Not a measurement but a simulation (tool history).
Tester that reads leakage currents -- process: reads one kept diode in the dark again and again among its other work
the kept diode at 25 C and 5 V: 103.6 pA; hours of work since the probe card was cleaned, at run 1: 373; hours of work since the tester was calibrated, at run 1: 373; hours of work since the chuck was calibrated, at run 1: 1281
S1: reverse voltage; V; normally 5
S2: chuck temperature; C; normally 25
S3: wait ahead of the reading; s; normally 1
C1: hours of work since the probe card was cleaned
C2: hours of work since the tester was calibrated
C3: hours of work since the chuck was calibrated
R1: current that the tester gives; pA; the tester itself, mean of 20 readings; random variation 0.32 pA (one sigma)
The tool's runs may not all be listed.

| run | hour | S1 | S2 | S3 | C1 | C2 | C3 | R1 |
|---|---|---|---|---|---|---|---|---|
| 1 | 0 | 5 | 25 | 1 | 373 | 373 | 1281 | 118.23 |
| 2 | 186.9 | 4.77 | 25 | 1 | 482 | 482 | 1390 | 116.6 |
| 3 | 356.9 | 4.77 | 25 | 1 | 581 | 581 | 1489 | 117.51 |
| 4 | 590.9 | 5 | 25 | 1 | 718 | 718 | 1626 | 122.3 |
| 5 | 843.2 | 5 | 25 | 1 | 865 | 865 | 1773 | 124.41 |
| 6 | 1019.5 | 5 | 44 | 1 | 968 | 968 | 1876 | 467.33 |
| 7 | 1274.3 | 5 | 44 | 1 | 1117 | 1117 | 2025 | 471.01 |
|  | 1323 | chuck's temperature calibrated |
| 8 | 1519.6 | 5 | 25 | 1 | 1259 | 1259 | 115 | 113.71 |
| 9 | 1764.2 | 5 | 25 | 1 | 1402 | 1402 | 258 | 115.49 |
| 10 | 1928.2 | 5 | 25 | 0.74 | 1498 | 1498 | 353 | 117.15 |
| 11 | 2199.1 | 2.68 | 25 | 9.81 | 1656 | 1656 | 511 | 83.12 |
| 12 | 2451 | 2.68 | 25 | 9.81 | 1803 | 1803 | 659 | 84.82 |
| 13 | 2649 | 5 | 22 | 6.94 | 1918 | 1918 | 774 | 98.98 |
| 14 | 2808.5 | 11.79 | 25 | 4.21 | 2011 | 2011 | 867 | 201.8 |
| 15 | 2981.7 | 3.69 | 25 | 4.46 | 2113 | 2113 | 968 | 104.82 |
| 16 | 3154.6 | 3.69 | 25 | 4.46 | 2214 | 2214 | 1069 | 105.57 |
| 17 | 3282.9 | 6.54 | 24 | 0.73 | 2288 | 2288 | 1144 | 140.86 |
|  | 3354.6 | tester calibrated |
|  | 3375.5 | probe card cleaned and baked |
| 18 | 3421.5 | 2.13 | 41 | 1 | 27 | 37 | 1222 | 230.78 |

What if the next run were any one of these 5? Each begins from the tool's condition after run 18:
| A | 3655.4 | 1.58 | 21 | 1 | 163 | 174 | 1359 | ? |
| B | 3655.4 | 2.62 | 41 | 1 | 163 | 174 | 1359 | ? |
| C | 3655.4 | 1.18 | 52 | 1.07 | 163 | 174 | 1359 | ? |
| D | 3655.4 | 2.13 | 37 | 1 | 163 | 174 | 1359 | ? |
| E | 3655.4 | 1.32 | 51 | 2.88 | 163 | 174 | 1359 | ? |

| run | R1 |
|---|---|
| A | 46.78 |
| B | 258.87 |
| C | 353.86 |
| D | 177.77 |
| E | 352.12 |
Take away the tool's hidden state, keep each run's random variation, and the runs would have read:
| run | R1 |
|---|---|
| A | 41.77 |
| B | 235.09 |
| C | 323.72 |
| D | 161.01 |
| E | 321.92 |
